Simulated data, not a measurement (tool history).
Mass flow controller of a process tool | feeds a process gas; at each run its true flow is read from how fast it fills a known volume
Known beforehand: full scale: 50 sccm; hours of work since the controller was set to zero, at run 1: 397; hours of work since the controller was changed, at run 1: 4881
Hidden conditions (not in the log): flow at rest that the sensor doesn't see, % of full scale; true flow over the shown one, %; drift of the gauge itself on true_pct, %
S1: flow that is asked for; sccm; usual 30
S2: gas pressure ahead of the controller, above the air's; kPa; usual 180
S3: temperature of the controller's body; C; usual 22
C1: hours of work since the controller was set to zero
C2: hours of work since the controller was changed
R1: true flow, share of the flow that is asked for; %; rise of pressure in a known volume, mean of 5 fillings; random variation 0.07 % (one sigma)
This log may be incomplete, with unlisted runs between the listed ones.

Run 1, hour 0: usual settings; C1 397; C2 4881. Result: R1 99.1 %.
Run 2, hour 315.5: usual settings but S3 26 C; C1 638; C2 5121. Result: R1 98.8 %.
At hour 431.8: controller exchanged for a calibrated one.
Run 3, hour 603.9: usual settings but S2 144 kPa, S3 26 C; C1 131; C2 131. Result: R1 98.92 %.
Run 4, hour 894.4: usual settings; C1 353; C2 353. Result: R1 98.8 %.
Run 5, hour 1175.2: usual settings; C1 568; C2 568. Result: R1 98.81 %.
Run 6, hour 1339.3: usual settings; C1 693; C2 693. Result: R1 98.88 %.
Run 7, hour 1543.9: usual settings; C1 849; C2 849. Result: R1 98.72 %.
Run 8, hour 1825.2: usual settings; C1 1064; C2 1064. Result: R1 98.72 %.
Run 9, hour 2042.5: usual settings; C1 1230; C2 1230. Result: R1 98.81 %.
Run 10, hour 2265.2: usual settings but S1 22 sccm; C1 1400; C2 1400. Result: R1 98.27 %.
Run 11, hour 2538.5: usual settings but S1 22 sccm; C1 1608; C2 1608. Result: R1 98.17 %.
Run 12, hour 2811.2: usual settings but S1 22 sccm; C1 1817; C2 1817. Result: R1 98.2 %.
Run 13, hour 2973.3: usual settings; C1 1940; C2 1940. Result: R1 98.71 %.
Run 14, hour 3248.8: usual settings; C1 2151; C2 2151. Result: R1 98.59 %.
Run 15, hour 3508.7: usual settings but S1 7 sccm, S2 244 kPa, S3 26 C; C1 2349; C2 2349. Result: R1 97.05 %.
Run 16, hour 3822.8: usual settings but S1 46 sccm, S2 234 kPa; C1 2589; C2 2589. Result: R1 99.23 %.
Run 17, hour 4053.5: usual settings but S1 46 sccm, S2 155 kPa, S3 23 C; C1 2765; C2 2765. Result: R1 99.52 %.
Run 18, hour 4245: usual settings but S1 46 sccm, S2 155 kPa, S3 23 C; C1 2911; C2 2911. Result: R1 99.45 %.
Run 19, hour 4481.4: usual settings but S1 13 sccm, S2 150 kPa, S3 25 C; C1 3092; C2 3092. Result: R1 97.36 %.
Run 20, hour 4666.1: usual settings but S1 26 sccm, S3 35 C; C1 3233; C2 3233. Result: R1 97.96 %.
Run 21, hour 4919.2: usual settings but S1 27 sccm, S2 208 kPa, S3 23 C; C1 3426; C2 3426. Result: R1 98.09 %.
Run 22, hour 5144.2: usual settings but S2 143 kPa, S3 30 C; C1 3598; C2 3598. Result: R1 98.26 %.
Run 23, hour 5428.7: usual settings but S1 48 sccm, S2 208 kPa, S3 23 C; C1 3815; C2 3815. Result: R1 99.18 %.
Run 24, hour 5723.8: usual settings but S1 7 sccm, S2 190 kPa; C1 4040; C2 4040. Result: R1 96.88 %.
At hour 5987.8: controller's zero set anew.
Run 25, hour 6114.3: usual settings but S1 7 sccm, S2 190 kPa, S3 25 C; C1 97; C2 4338. Result: R1 96.79 %.
Run 26, hour 6404.3: usual settings but S1 7 sccm, S2 190 kPa, S3 25 C; C1 318; C2 4559. Result: R1 96.79 %.
Run 27, hour 6569.4: usual settings but S1 7 sccm, S2 190 kPa, S3 25 C; C1 444; C2 4685. Result: R1 96.64 %.
Run 28, hour 6788: usual settings but S1 5 sccm, S2 149 kPa, S3 37 C; C1 611; C2 4852. Result: R1 96.67 %.

Some steps in R1, run to run, broken into two amounts with sign: the step expected even without the hidden condition (settings, incoming material, random variation), and the rest, left for the hidden condition together with whatever gauge scatter is not in both the measured and the hidden-condition-free result:
Run 15 -> 16: S1 7 -> 46, S2 244 -> 234, S3 26 -> 22. R1 +2.18 %: hidden state -0.06, all else +2.24.
Run 23 -> 24: S1 48 -> 7, S2 208 -> 190, S3 23 -> 22. R1 -2.3 %: hidden state +0.01, all else -2.31.
Run 24 -> 25: S3 22 -> 25, controller's zero set anew. R1 -0.09 %: hidden state -0.08, all else -0.01.
